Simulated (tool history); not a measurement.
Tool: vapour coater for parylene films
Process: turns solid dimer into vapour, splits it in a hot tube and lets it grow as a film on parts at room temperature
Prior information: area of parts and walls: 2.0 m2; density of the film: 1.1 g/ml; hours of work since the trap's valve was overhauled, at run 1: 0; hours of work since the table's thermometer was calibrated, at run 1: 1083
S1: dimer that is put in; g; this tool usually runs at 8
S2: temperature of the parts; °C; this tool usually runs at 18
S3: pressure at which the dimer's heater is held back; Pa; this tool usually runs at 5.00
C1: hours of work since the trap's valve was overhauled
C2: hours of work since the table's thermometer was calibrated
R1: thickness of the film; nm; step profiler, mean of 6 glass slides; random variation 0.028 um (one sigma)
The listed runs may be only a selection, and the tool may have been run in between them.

run	hour	S1	S2	S3	C1	C2	R1
1	0.0	8	18	5.00	0	1083	2570
2	52.9	8	13	5.00	32	1115	2960
3	118.9	8	18	5.00	71	1154	2510
4	167.8	8	20	5.00	100	1184	2310
5	218.7	8	20	5.00	131	1214	2330
6	286.0	8	20	5.00	171	1254	2280
7	319.2	8	18	5.00	191	1274	2430
8	354.0	13	18	5.00	212	1295	3970
9	386.3	13	18	5.00	231	1314	3910
10	443.4	5	18	5.00	265	1348	1470
11	485.3	5	26	5.00	290	1373	1150
12	537.5	5	26	5.00	321	1404	1100
13	608.3	5	13	5.00	364	1447	1740
14	648.0	5	13	5.00	387	1471	1730
15	708.0	5	13	5.00	423	1506	1720
# hour 727.8: trap's valve overhauled
16	790.7	5	13	5.00	38	1553	1880
17	837.1	5	13	5.00	65	1581	1880
18	869.4	8	18	5.00	85	1600	2460
19	925.7	8	18	5.00	118	1634	2510
20	974.4	5	15	3.82	147	1663	1770
21	1014.3	5	15	3.82	171	1687	1800
22	1047.8	4	18	7.22	191	1707	1160
23	1079.8	4	18	7.22	210	1726	1150
24	1157.0	7	18	5.00	257	1772	2130
25	1220.0	4	18	5.75	294	1810	1170
26	1261.7	3	11	2.67	319	1835	1280
27	1324.0	8	25	5.00	356	1872	1870
28	1377.7	4	20	9.75	388	1904	970
29	1436.7	11	16	9.75	424	1940	3070
# hour 1454.8: trap's valve overhauled
30	1487.6	11	16	6.27	20	1968	3620
31	1552.8	5	27	9.36	59	2007	1070
32	1596.3	5	27	9.36	85	2033	1040
33	1644.5	5	27	9.36	113	2061	1070
34	1721.5	5	27	9.36	159	2107	1040
35	1768.8	6	27	9.37	188	2136	1250
36	1805.8	10	18	2.99	210	2158	3360
37	1876.1	8	22	5.00	252	2200	2120
38	1941.6	6	13	8.35	291	2239	1980

Branching from run 38: 5 alternative next runs. What would each branch give?
A	2016.8	6	13	9.03	336	2284	?
B	2016.8	11	13	7.59	336	2284	?
C	2016.8	12	13	4.68	336	2284	?
D	2016.8	3	11	5.00	336	2284	?
E	2016.8	5	18	10.06	336	2284	?

run	R1
A	1920
B	3580
C	4240
D	1140
E	1350
Without the tool's hidden state the same runs would have given:
run	R1
A	2000
B	3730
C	4420
D	1190
E	1410
